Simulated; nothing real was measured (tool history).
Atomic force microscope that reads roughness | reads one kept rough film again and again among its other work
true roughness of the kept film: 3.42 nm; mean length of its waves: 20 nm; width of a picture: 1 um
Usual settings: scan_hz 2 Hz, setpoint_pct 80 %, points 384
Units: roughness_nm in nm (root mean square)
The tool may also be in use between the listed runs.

{"run": 1, "hour": 0.0, "scan_hz": 2, "setpoint_pct": 80, "points": 384, "roughness_nm": 2.25}
{"run": 2, "hour": 11.5, "scan_hz": 2, "setpoint_pct": 80, "points": 384, "roughness_nm": 1.889}
{"run": 3, "hour": 24.1, "scan_hz": 2, "setpoint_pct": 80, "points": 933, "roughness_nm": 1.637}
{"run": 4, "hour": 33.1, "scan_hz": 2, "setpoint_pct": 80, "points": 384, "roughness_nm": 1.488}
{"hour": 40.5, "done": "new tip fitted"}
{"run": 5, "hour": 41.1, "scan_hz": 2, "setpoint_pct": 80, "points": 384, "roughness_nm": 2.423}
{"run": 6, "hour": 56.1, "scan_hz": 2, "setpoint_pct": 80, "points": 384, "roughness_nm": 1.936}
{"run": 7, "hour": 63.5, "scan_hz": 2, "setpoint_pct": 80, "points": 384, "roughness_nm": 1.784}
{"run": 8, "hour": 75.7, "scan_hz": 2, "setpoint_pct": 80, "points": 384, "roughness_nm": 1.543}
{"run": 9, "hour": 85.8, "scan_hz": 3.91, "setpoint_pct": 65, "points": 384, "roughness_nm": 1.423}
{"hour": 87.3, "done": "new tip fitted"}
{"run": 10, "hour": 99.7, "scan_hz": 3.91, "setpoint_pct": 65, "points": 384, "roughness_nm": 2.027}
{"run": 11, "hour": 111.3, "scan_hz": 0.93, "setpoint_pct": 65, "points": 566, "roughness_nm": 1.899}

The next listed run, before its measurement:
{"run": 12, "hour": 119.7, "scan_hz": 0.93, "setpoint_pct": 65, "points": 566, "roughness_nm": "?"}

roughness_nm: 1.755 nm (root mean square)
Without the tool's hidden state the same run would have given roughness_nm 2.675 nm (root mean square).

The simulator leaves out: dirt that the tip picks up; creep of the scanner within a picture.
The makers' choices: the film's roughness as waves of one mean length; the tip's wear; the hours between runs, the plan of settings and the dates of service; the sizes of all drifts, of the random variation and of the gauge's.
